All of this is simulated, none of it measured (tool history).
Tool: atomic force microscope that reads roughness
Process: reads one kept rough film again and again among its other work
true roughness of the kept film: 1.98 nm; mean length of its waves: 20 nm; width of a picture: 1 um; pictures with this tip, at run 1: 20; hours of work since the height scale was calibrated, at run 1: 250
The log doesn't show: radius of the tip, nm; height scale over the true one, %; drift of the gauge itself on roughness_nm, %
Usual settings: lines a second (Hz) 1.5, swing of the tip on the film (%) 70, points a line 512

run	day	lines a second (Hz)	swing of the tip on the film (%)	points a line	pictures with this tip	hours of work since the height scale was calibrated	roughness of the kept film (nm (root mean square))
1	0	1.5	70	512	20	250	1.56
2	3.35	1.5	70	512	170	300	1.414
3	5.321	1.5	70	512	259	329	1.348
# day 6.604: new tip fitted
4	8.446	1.5	69	512	83	375	1.507
5	11.55	1.5	70	512	222	421	1.37
# day 13.517: new tip fitted
6	14.621	1.5	70	512	50	466	1.528
7	16.771	1.5	70	512	146	498	1.444
8	19.35	1.5	70	512	262	536	1.362
# day 20.404: new tip fitted
9	21.517	1.5	70	867	50	568	1.547
10	23.729	1.5	62	512	149	601	1.475
11	26.008	1.5	62	512	252	635	1.395
# day 27.367: new tip fitted
12	27.808	1.5	70	512	20	661	1.541
13	30.25	2.49	70	512	130	697	1.373
14	33.338	2.49	70	512	269	743	1.273
# day 34.279: new tip fitted
15	35.929	1.5	70	512	74	781	1.507
16	37.275	1.5	70	512	135	801	1.437
17	39.721	1.5	70	512	245	837	1.353
# day 41.279: new tip fitted
18	42.983	1.5	70	601	77	885	1.49
19	45.538	1.5	59	601	191	923	1.476
20	47.817	1.5	59	601	294	957	1.383
# day 48.283: new tip fitted
21	50.792	1.5	59	601	113	1000	1.513
22	53.017	1.5	59	601	213	1033	1.455
# day 55.142: new tip fitted
23	55.504	1.5	59	601	16	1070	1.629
24	58.092	1.5	81	512	132	1108	1.355
25	60.725	1.5	81	512	251	1147	1.271
# day 62.108: new tip fitted
26	62.317	1.5	81	512	9	1171	1.484
27	65.346	1.5	81	670	146	1215	1.359
28	68.142	1.5	81	670	271	1257	1.28
# day 69.054: new tip fitted
29	70.629	1.5	81	670	70	1293	1.44
30	72.092	1.5	81	670	136	1315	1.376
31	74.996	1.5	81	670	267	1358	1.268
# day 75.962: new tip fitted
32	77.104	0.69	81	310	52	1389	1.527
33	79.75	0.69	81	310	171	1428	1.427
34	82.225	0.68	70	512	282	1465	1.409
# day 82.829: new tip fitted
35	83.638	0.68	70	512	37	1486	1.621
36	86.312	0.68	70	512	157	1525	1.492
37	89.367	0.68	79	905	294	1570	1.372
# day 89.829: new tip fitted
38	92.392	0.68	79	905	116	1615	1.518
39	95.167	2.7	67	512	240	1656	1.328
# day 96.688: new tip fitted
40	97.242	2.7	67	512	25	1686	1.483
41	100.588	2.7	67	512	175	1736	1.353
# day 103.558: new tip fitted
42	103.567	2.7	67	512	0	1780	1.533
43	106.058	2.7	67	512	112	1817	1.411
44	108.358	3.02	56	569	216	1851	1.4
# day 110.588: new tip fitted
45	110.675	0.76	58	303	4	1885	1.658
46	113.5	0.76	58	303	131	1927	1.523
47	115.712	1.49	70	888	231	1960	1.387
# day 117.571: new tip fitted
48	117.917	1.49	70	888	16	1992	1.581
49	121.188	1.72	70	323	163	2040	1.392
50	122.592	1.12	57	820	226	2061	1.497
51	124.217	2.74	57	820	299	2085	1.349

The same runs without the tool's hidden state, with the same run-to-run variation:
run	roughness of the kept film (nm (root mean square))
1	1.576
2	1.573
3	1.581
4	1.588
5	1.583
6	1.584
7	1.59
8	1.602
9	1.596
10	1.625
11	1.629
12	1.571
13	1.498
14	1.501
15	1.592
16	1.573
17	1.583
18	1.577
19	1.674
20	1.657
21	1.638
22	1.656
23	1.649
24	1.474
25	1.476
26	1.487
27	1.48
28	1.496
29	1.498
30	1.489
31	1.483
32	1.572
33	1.577
34	1.658
35	1.662
36	1.645
37	1.639
38	1.623
39	1.522
40	1.508
41	1.51
42	1.519
43	1.513
44	1.604
45	1.663
46	1.65
47	1.589
48	1.585
49	1.529
50	1.702
51	1.608
